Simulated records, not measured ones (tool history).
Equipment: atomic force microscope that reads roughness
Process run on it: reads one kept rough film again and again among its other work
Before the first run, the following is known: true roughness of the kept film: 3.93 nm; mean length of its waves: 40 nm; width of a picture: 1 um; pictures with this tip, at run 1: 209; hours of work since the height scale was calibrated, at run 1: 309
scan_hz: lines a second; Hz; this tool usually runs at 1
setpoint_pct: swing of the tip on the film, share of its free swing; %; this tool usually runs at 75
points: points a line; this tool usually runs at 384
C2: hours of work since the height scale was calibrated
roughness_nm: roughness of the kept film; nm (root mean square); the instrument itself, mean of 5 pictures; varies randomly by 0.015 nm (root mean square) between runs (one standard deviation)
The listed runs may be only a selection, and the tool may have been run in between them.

Run 1, hour 0: usual settings; pictures with this tip 209; C2 309. Result: roughness_nm 3.471 nm (root mean square).
Run 2, hour 29.5: usual settings; pictures with this tip 289; C2 333. Result: roughness_nm 3.491 nm (root mean square).
At hour 35.5: new tip fitted.
Run 3, hour 48.2: usual settings but setpoint_pct 84 %; pictures with this tip 35; C2 347. Result: roughness_nm 3.422 nm (root mean square).
Run 4, hour 69.4: usual settings but scan_hz 1.49 Hz, setpoint_pct 84 %; pictures with this tip 93; C2 363. Result: roughness_nm 3.257 nm (root mean square).
Run 5, hour 99.7: usual settings but scan_hz 1.49 Hz, setpoint_pct 84 %; pictures with this tip 176; C2 387. Result: roughness_nm 3.298 nm (root mean square).
Run 6, hour 123.3: usual settings but scan_hz 1.49 Hz, setpoint_pct 84 %; pictures with this tip 240; C2 406. Result: roughness_nm 3.294 nm (root mean square).
At hour 148.1: new tip fitted.
Run 7, hour 149.2: usual settings but scan_hz 1.49 Hz, setpoint_pct 84 %; pictures with this tip 3; C2 426. Result: roughness_nm 3.277 nm (root mean square).
Run 8, hour 178.9: usual settings but scan_hz 1.49 Hz, setpoint_pct 84 %; pictures with this tip 84; C2 449. Result: roughness_nm 3.289 nm (root mean square).
Run 9, hour 193.7: usual settings but scan_hz 1.15 Hz, setpoint_pct 84 %; pictures with this tip 125; C2 460. Result: roughness_nm 3.395 nm (root mean square).
Run 10, hour 224.4: usual settings but scan_hz 1.15 Hz, setpoint_pct 84 %; pictures with this tip 208; C2 484. Result: roughness_nm 3.383 nm (root mean square).
Run 11, hour 248.6: usual settings but scan_hz 1.15 Hz, setpoint_pct 84 %; pictures with this tip 275; C2 503. Result: roughness_nm 3.362 nm (root mean square).
At hour 260.7: new tip fitted.
Run 12, hour 269.2: usual settings but scan_hz 1.15 Hz, setpoint_pct 84 %; pictures with this tip 24; C2 519. Result: roughness_nm 3.372 nm (root mean square).
Run 13, hour 286.8: usual settings but scan_hz 1.15 Hz, setpoint_pct 84 %; pictures with this tip 72; C2 533. Result: roughness_nm 3.394 nm (root mean square).
Run 14, hour 303.8: usual settings; pictures with this tip 118; C2 546. Result: roughness_nm 3.486 nm (root mean square).
Run 15, hour 317.7: usual settings but setpoint_pct 70 %; pictures with this tip 156; C2 557. Result: roughness_nm 3.54 nm (root mean square).
Run 16, hour 337.4: usual settings but points 739; pictures with this tip 210; C2 573. Result: roughness_nm 3.509 nm (root mean square).
Run 17, hour 363.4: usual settings but scan_hz 0.75 Hz, points 739; pictures with this tip 281; C2 593. Result: roughness_nm 3.544 nm (root mean square).
At hour 374.3: new tip fitted.
Run 18, hour 387.5: usual settings but points 352; pictures with this tip 36; C2 612. Result: roughness_nm 3.526 nm (root mean square).
Run 19, hour 401.9: usual settings but points 352; pictures with this tip 75; C2 623. Result: roughness_nm 3.506 nm (root mean square).
Run 20, hour 420.2: usual settings but points 553; pictures with this tip 125; C2 637. Result: roughness_nm 3.46 nm (root mean square).
Run 21, hour 444.5: usual settings but points 553; pictures with this tip 192; C2 656. Result: roughness_nm 3.506 nm (root mean square).
Run 22, hour 462.2: usual settings but points 553; pictures with this tip 240; C2 670. Result: roughness_nm 3.496 nm (root mean square).
Run 23, hour 479.8: usual settings but points 553; pictures with this tip 288; C2 684. Result: roughness_nm 3.505 nm (root mean square).
At hour 486.2: new tip fitted.
Run 24, hour 504.6: usual settings; pictures with this tip 50; C2 703. Result: roughness_nm 3.486 nm (root mean square).
Run 25, hour 530.5: usual settings but setpoint_pct 90 %; pictures with this tip 121; C2 723. Result: roughness_nm 3.322 nm (root mean square).
Run 26, hour 559.4: usual settings but setpoint_pct 90 %; pictures with this tip 200; C2 746. Result: roughness_nm 3.311 nm (root mean square).
Run 27, hour 583.5: usual settings but scan_hz 1.6 Hz, setpoint_pct 77 %, points 445; pictures with this tip 266; C2 765. Result: roughness_nm 3.382 nm (root mean square).
At hour 598.7: new tip fitted.
Run 28, hour 604.5: usual settings but scan_hz 0.95 Hz, setpoint_pct 80 %, points 473; pictures with this tip 16; C2 781. Result: roughness_nm 3.447 nm (root mean square).
Run 29, hour 619.5: usual settings but scan_hz 0.95 Hz, setpoint_pct 80 %, points 473; pictures with this tip 57; C2 793. Result: roughness_nm 3.477 nm (root mean square).
Run 30, hour 638.9: usual settings but scan_hz 0.79 Hz, setpoint_pct 57 %; pictures with this tip 111; C2 808. Result: roughness_nm 3.602 nm (root mean square).
Run 31, hour 662.7: usual settings but scan_hz 2.42 Hz, setpoint_pct 60 %, points 963; pictures with this tip 175; C2 826. Result: roughness_nm 3.5 nm (root mean square).
Run 32, hour 682.2: usual settings but scan_hz 2.42 Hz, setpoint_pct 60 %, points 963; pictures with this tip 229; C2 842. Result: roughness_nm 3.495 nm (root mean square).
At hour 710.8: new tip fitted.
Run 33, hour 710.8: usual settings but scan_hz 2.42 Hz, setpoint_pct 60 %, points 963; pictures with this tip 0; C2 864. Result: roughness_nm 3.492 nm (root mean square).
Run 34, hour 737: usual settings but scan_hz 0.92 Hz, setpoint_pct 81 %, points 963; pictures with this tip 71; C2 884. Result: roughness_nm 3.476 nm (root mean square).
Run 35, hour 761.6: usual settings but scan_hz 0.92 Hz, setpoint_pct 81 %, points 963; pictures with this tip 139; C2 904. Result: roughness_nm 3.472 nm (root mean square).
Run 36, hour 786.6: usual settings but scan_hz 2.09 Hz, setpoint_pct 82 %, points 293; pictures with this tip 207; C2 923. Result: roughness_nm 3.194 nm (root mean square).
Run 37, hour 810.2: usual settings but scan_hz 2.09 Hz, setpoint_pct 82 %, points 372; pictures with this tip 272; C2 942. Result: roughness_nm 3.195 nm (root mean square).
At hour 823.4: new tip fitted.
Run 38, hour 833.4: usual settings but scan_hz 2.09 Hz, setpoint_pct 82 %, points 372; pictures with this tip 28; C2 959. Result: roughness_nm 3.204 nm (root mean square).
Run 39, hour 861.3: usual settings but scan_hz 2.09 Hz, setpoint_pct 82 %, points 372; pictures with this tip 104; C2 981. Result: roughness_nm 3.225 nm (root mean square).
Run 40, hour 879.2: usual settings but scan_hz 2.59 Hz, points 264; pictures with this tip 153; C2 995. Result: roughness_nm 3.247 nm (root mean square).
Run 41, hour 894.1: usual settings but scan_hz 2.59 Hz, points 264; pictures with this tip 193; C2 1007. Result: roughness_nm 3.233 nm (root mean square).
Run 42, hour 918.9: usual settings but scan_hz 2.48 Hz, setpoint_pct 87 %, points 810; pictures with this tip 261; C2 1026. Result: roughness_nm 3.018 nm (root mean square).
At hour 936.1: new tip fitted.
Run 43, hour 948.2: usual settings but scan_hz 3.96 Hz, setpoint_pct 87 %, points 793; pictures with this tip 33; C2 1049. Result: roughness_nm 2.712 nm (root mean square).
Run 44, hour 971: usual settings but scan_hz 3.96 Hz, setpoint_pct 87 %, points 793; pictures with this tip 95; C2 1067. Result: roughness_nm 2.72 nm (root mean square).
Run 45, hour 996: usual settings but scan_hz 3.96 Hz, setpoint_pct 87 %, points 793; pictures with this tip 164; C2 1087. Result: roughness_nm 2.717 nm (root mean square).
Run 46, hour 1008.7: usual settings but scan_hz 3.96 Hz, setpoint_pct 87 %, points 273; pictures with this tip 198; C2 1096. Result: roughness_nm 2.713 nm (root mean square).
Run 47, hour 1039.1: usual settings but scan_hz 3.96 Hz, setpoint_pct 87 %, points 273; pictures with this tip 281; C2 1120. Result: roughness_nm 2.72 nm (root mean square).
At hour 1049.4: new tip fitted.
Run 48, hour 1068.9: usual settings but scan_hz 3.96 Hz, setpoint_pct 87 %, points 273; pictures with this tip 54; C2 1143. Result: roughness_nm 2.713 nm (root mean square).
Run 49, hour 1099.5: usual settings but scan_hz 1.73 Hz, points 544; pictures with this tip 137; C2 1167. Result: roughness_nm 3.397 nm (root mean square).

Forecast each of these 3 alternatives for the next run:
Run A, hour 1127.9: usual settings but scan_hz 0.71 Hz; pictures with this tip 215; C2 1189. Result: roughness_nm ?.
Run B, hour 1127.9: usual settings but scan_hz 0.6 Hz, points 659; pictures with this tip 215; C2 1189. Result: roughness_nm ?.
Run C, hour 1127.9: usual settings but scan_hz 1.35 Hz, setpoint_pct 72 %, points 313; pictures with this tip 215; C2 1189. Result: roughness_nm ?.

run  roughness_nm
  A         3.526
  B         3.554
  C          3.46
The same runs, with their run-to-run variation unchanged, on a tool lacking any hidden condition would have given:
run  roughness_nm
  A          3.53
  B         3.558
  C         3.464
